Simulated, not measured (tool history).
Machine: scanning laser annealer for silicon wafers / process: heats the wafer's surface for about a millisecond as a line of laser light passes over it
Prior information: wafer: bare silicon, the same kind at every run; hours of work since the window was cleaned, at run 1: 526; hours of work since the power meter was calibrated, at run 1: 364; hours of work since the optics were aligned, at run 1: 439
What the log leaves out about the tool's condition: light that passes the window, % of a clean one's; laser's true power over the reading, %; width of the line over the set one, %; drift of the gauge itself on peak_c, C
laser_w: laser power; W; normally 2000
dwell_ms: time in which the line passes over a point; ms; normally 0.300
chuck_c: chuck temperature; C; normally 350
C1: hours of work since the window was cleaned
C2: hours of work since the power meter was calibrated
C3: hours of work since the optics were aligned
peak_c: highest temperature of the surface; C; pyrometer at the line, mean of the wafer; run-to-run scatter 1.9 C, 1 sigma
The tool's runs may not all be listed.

{"run": 1, "day": 0.0, "laser_w": 2000, "dwell_ms": 0.3, "chuck_c": 350, "C1": 526, "C2": 364, "C3": 439, "peak_c": 1094}
{"run": 2, "day": 0.333, "laser_w": 2000, "dwell_ms": 0.3, "chuck_c": 350, "C1": 532, "C2": 370, "C3": 445, "peak_c": 1092}
{"run": 3, "day": 0.554, "laser_w": 2000, "dwell_ms": 0.3, "chuck_c": 350, "C1": 537, "C2": 375, "C3": 449, "peak_c": 1093}
{"run": 4, "day": 0.992, "laser_w": 2000, "dwell_ms": 0.3, "chuck_c": 350, "C1": 545, "C2": 383, "C3": 458, "peak_c": 1093}
{"run": 5, "day": 1.417, "laser_w": 1751, "dwell_ms": 0.3, "chuck_c": 350, "C1": 553, "C2": 391, "C3": 466, "peak_c": 982}
{"run": 6, "day": 1.85, "laser_w": 2000, "dwell_ms": 0.3, "chuck_c": 350, "C1": 561, "C2": 399, "C3": 474, "peak_c": 1091}
{"run": 7, "day": 2.142, "laser_w": 2000, "dwell_ms": 0.338, "chuck_c": 350, "C1": 567, "C2": 405, "C3": 480, "peak_c": 1144}
{"run": 8, "day": 2.6, "laser_w": 2000, "dwell_ms": 0.338, "chuck_c": 382, "C1": 576, "C2": 414, "C3": 488, "peak_c": 1178}
{"run": 9, "day": 2.888, "laser_w": 2000, "dwell_ms": 0.338, "chuck_c": 382, "C1": 581, "C2": 419, "C3": 494, "peak_c": 1178}
{"day": 3.058, "done": "window over the wafer cleaned"}
{"run": 10, "day": 3.179, "laser_w": 2000, "dwell_ms": 0.338, "chuck_c": 382, "C1": 2, "C2": 423, "C3": 498, "peak_c": 1198}
{"run": 11, "day": 3.446, "laser_w": 2000, "dwell_ms": 0.3, "chuck_c": 350, "C1": 7, "C2": 428, "C3": 503, "peak_c": 1116}
{"run": 12, "day": 3.7, "laser_w": 1835, "dwell_ms": 0.3, "chuck_c": 350, "C1": 12, "C2": 433, "C3": 508, "peak_c": 1038}
{"run": 13, "day": 4.117, "laser_w": 2000, "dwell_ms": 0.3, "chuck_c": 349, "C1": 20, "C2": 441, "C3": 516, "peak_c": 1115}
{"run": 14, "day": 4.367, "laser_w": 2000, "dwell_ms": 0.3, "chuck_c": 350, "C1": 25, "C2": 446, "C3": 520, "peak_c": 1117}
{"run": 15, "day": 4.854, "laser_w": 2179, "dwell_ms": 0.3, "chuck_c": 350, "C1": 34, "C2": 455, "C3": 530, "peak_c": 1197}
{"run": 16, "day": 5.179, "laser_w": 1729, "dwell_ms": 0.3, "chuck_c": 350, "C1": 40, "C2": 461, "C3": 536, "peak_c": 994}
{"run": 17, "day": 5.554, "laser_w": 1729, "dwell_ms": 0.3, "chuck_c": 350, "C1": 48, "C2": 468, "C3": 543, "peak_c": 990}
{"run": 18, "day": 6.012, "laser_w": 1743, "dwell_ms": 0.3, "chuck_c": 388, "C1": 56, "C2": 477, "C3": 552, "peak_c": 1037}
{"run": 19, "day": 6.342, "laser_w": 1743, "dwell_ms": 0.277, "chuck_c": 354, "C1": 63, "C2": 483, "C3": 558, "peak_c": 972}
{"run": 20, "day": 6.712, "laser_w": 2000, "dwell_ms": 0.3, "chuck_c": 341, "C1": 70, "C2": 490, "C3": 565, "peak_c": 1102}
{"run": 21, "day": 7.092, "laser_w": 2000, "dwell_ms": 0.3, "chuck_c": 341, "C1": 77, "C2": 498, "C3": 572, "peak_c": 1101}
{"run": 22, "day": 7.321, "laser_w": 2000, "dwell_ms": 0.3, "chuck_c": 341, "C1": 81, "C2": 502, "C3": 577, "peak_c": 1103}
{"run": 23, "day": 7.658, "laser_w": 2000, "dwell_ms": 0.265, "chuck_c": 341, "C1": 88, "C2": 508, "C3": 583, "peak_c": 1047}
{"run": 24, "day": 8.079, "laser_w": 2000, "dwell_ms": 0.265, "chuck_c": 341, "C1": 96, "C2": 516, "C3": 591, "peak_c": 1049}
{"run": 25, "day": 8.35, "laser_w": 1870, "dwell_ms": 0.311, "chuck_c": 335, "C1": 101, "C2": 522, "C3": 596, "peak_c": 1053}
{"run": 26, "day": 8.629, "laser_w": 2000, "dwell_ms": 0.356, "chuck_c": 326, "C1": 106, "C2": 527, "C3": 602, "peak_c": 1166}
{"run": 27, "day": 8.921, "laser_w": 1742, "dwell_ms": 0.307, "chuck_c": 350, "C1": 112, "C2": 532, "C3": 607, "peak_c": 1003}
{"run": 28, "day": 9.333, "laser_w": 2000, "dwell_ms": 0.306, "chuck_c": 380, "C1": 120, "C2": 540, "C3": 615, "peak_c": 1149}

Forecast run 29:
{"run": 29, "day": 9.583, "laser_w": 2047, "dwell_ms": 0.313, "chuck_c": 315, "C1": 124, "C2": 545, "C3": 620, "peak_c": "?"}

peak_c: 1110 C
Minus the tool's unlogged condition, the same run would have read peak_c 1137 C.
